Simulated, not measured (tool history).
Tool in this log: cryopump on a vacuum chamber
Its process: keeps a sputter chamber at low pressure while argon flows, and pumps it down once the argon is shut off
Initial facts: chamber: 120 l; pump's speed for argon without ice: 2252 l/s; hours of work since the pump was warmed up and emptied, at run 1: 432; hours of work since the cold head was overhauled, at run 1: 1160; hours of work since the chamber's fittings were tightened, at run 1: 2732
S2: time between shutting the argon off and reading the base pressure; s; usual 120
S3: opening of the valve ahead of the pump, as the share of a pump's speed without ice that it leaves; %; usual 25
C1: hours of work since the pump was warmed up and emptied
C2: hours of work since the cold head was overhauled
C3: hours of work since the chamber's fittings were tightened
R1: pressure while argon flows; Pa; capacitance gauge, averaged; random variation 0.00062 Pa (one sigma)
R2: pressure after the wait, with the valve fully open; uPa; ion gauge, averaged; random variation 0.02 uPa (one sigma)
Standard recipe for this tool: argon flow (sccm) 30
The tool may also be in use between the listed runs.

Run 1, hour 0.0: usual settings; C1 432; C2 1160; C3 2732. Result: R1 0.0948 Pa, R2 1.83 uPa.
Run 2, hour 22.4: usual settings; C1 452; C2 1179; C3 2751. Result: R1 0.0961 Pa, R2 1.84 uPa.
Run 3, hour 46.6: usual settings; C1 472; C2 1200; C3 2772. Result: R1 0.0955 Pa, R2 1.86 uPa.
Run 4, hour 78.5: usual settings; C1 500; C2 1227; C3 2799. Result: R1 0.0962 Pa, R2 1.92 uPa.
Run 5, hour 110.0: usual settings; C1 527; C2 1254; C3 2827. Result: R1 0.0972 Pa, R2 2.00 uPa.
Run 6, hour 125.8: usual settings; C1 541; C2 1268; C3 2840. Result: R1 0.0956 Pa, R2 1.92 uPa.
Run 7, hour 143.5: usual settings; C1 556; C2 1283; C3 2855. Result: R1 0.0973 Pa, R2 1.98 uPa.
Run 8, hour 157.5: usual settings but S2 31 s; C1 568; C2 1295; C3 2868. Result: R1 0.0975 Pa, R2 2.44 uPa.
Run 9, hour 172.7: usual settings but S2 50 s; C1 581; C2 1308; C3 2881. Result: R1 0.0965 Pa, R2 2.21 uPa.
Run 10, hour 195.0: usual settings but S2 50 s; C1 600; C2 1328; C3 2900. Result: R1 0.0955 Pa, R2 2.31 uPa.
Run 11, hour 225.3: usual settings but S2 50 s; C1 626; C2 1354; C3 2926. Result: R1 0.0985 Pa, R2 2.31 uPa.
Run 12, hour 254.6: usual settings; C1 652; C2 1379; C3 2951. Result: R1 0.0983 Pa, R2 2.18 uPa.
Run 13, hour 269.3: usual settings; C1 664; C2 1392; C3 2964. Result: R1 0.0979 Pa, R2 2.15 uPa.
Run 14, hour 286.0: usual settings but S3 24 %; C1 679; C2 1406; C3 2978. Result: R1 0.1024 Pa, R2 2.16 uPa.
Run 15, hour 302.3: usual settings but S3 24 %; C1 693; C2 1420; C3 2992. Result: R1 0.1027 Pa, R2 2.16 uPa.
At hour 312.1: pump warmed up, emptied and cooled again.
Run 16, hour 331.8: usual settings but S3 24 %; C1 17; C2 1441; C3 3013. Result: R1 0.0960 Pa, R2 1.74 uPa.
Run 17, hour 349.4: usual settings but S3 24 %; C1 32; C2 1456; C3 3029. Result: R1 0.0947 Pa, R2 1.71 uPa.
Run 18, hour 368.5: usual settings but argon flow (sccm) 27, S2 119 s; C1 49; C2 1473; C3 3045. Result: R1 0.0808 Pa, R2 1.78 uPa.
Run 19, hour 387.9: usual settings but argon flow (sccm) 23, S2 58 s; C1 65; C2 1490; C3 3062. Result: R1 0.0697 Pa, R2 1.86 uPa.
Run 20, hour 416.7: usual settings but argon flow (sccm) 19, S2 274 s, S3 60 %; C1 90; C2 1514; C3 3087. Result: R1 0.0242 Pa, R2 1.68 uPa.
Run 21, hour 449.0: usual settings but S2 174 s, S3 23 %; C1 118; C2 1542; C3 3115. Result: R1 0.0992 Pa, R2 1.77 uPa.
Run 22, hour 477.3: usual settings but argon flow (sccm) 28, S2 33 s, S3 19 %; C1 142; C2 1567; C3 3139. Result: R1 0.1120 Pa, R2 2.23 uPa.
Run 23, hour 507.4: usual settings but argon flow (sccm) 28, S2 33 s, S3 19 %; C1 168; C2 1593; C3 3165. Result: R1 0.1128 Pa, R2 2.30 uPa.
Run 24, hour 521.6: usual settings but S3 21 %; C1 181; C2 1605; C3 3177. Result: R1 0.1090 Pa, R2 1.91 uPa.
Run 25, hour 537.4: usual settings but S3 21 %; C1 194; C2 1618; C3 3191. Result: R1 0.1099 Pa, R2 1.88 uPa.
Run 26, hour 553.4: usual settings but argon flow (sccm) 18, S2 244 s, S3 30 %; C1 208; C2 1632; C3 3204. Result: R1 0.0465 Pa, R2 1.83 uPa.
Run 27, hour 578.1: usual settings but argon flow (sccm) 22, S2 144 s, S3 30 %; C1 229; C2 1653; C3 3226. Result: R1 0.0564 Pa, R2 1.88 uPa.
Run 28, hour 593.7: usual settings but argon flow (sccm) 22, S2 144 s, S3 30 %; C1 243; C2 1667; C3 3239. Result: R1 0.0571 Pa, R2 1.93 uPa.
Run 29, hour 616.2: usual settings but argon flow (sccm) 22, S2 151 s, S3 30 %; C1 262; C2 1686; C3 3259. Result: R1 0.0573 Pa, R2 1.88 uPa.
Run 30, hour 648.3: usual settings but argon flow (sccm) 25, S2 60 s, S3 37 %; C1 290; C2 1714; C3 3286. Result: R1 0.0529 Pa, R2 2.20 uPa.
Run 31, hour 680.0: usual settings but argon flow (sccm) 33, S3 39 %; C1 317; C2 1741; C3 3314. Result: R1 0.0678 Pa, R2 2.09 uPa.
Run 32, hour 711.9: usual settings but argon flow (sccm) 33, S3 39 %; C1 345; C2 1769; C3 3341. Result: R1 0.0669 Pa, R2 2.04 uPa.

Run 33 comes next. What will it give?
Run 33, hour 734.3: usual settings but argon flow (sccm) 33, S3 18 %; C1 364; C2 1788; C3 3360. Result: R1 ?, R2 ?.

Run 33 came out at R1 0.1418 Pa, R2 2.11 uPa.
With the hidden condition absent and the run-to-run variation left alone, this run would have shown R1 0.1372 Pa, R2 0.30 uPa.

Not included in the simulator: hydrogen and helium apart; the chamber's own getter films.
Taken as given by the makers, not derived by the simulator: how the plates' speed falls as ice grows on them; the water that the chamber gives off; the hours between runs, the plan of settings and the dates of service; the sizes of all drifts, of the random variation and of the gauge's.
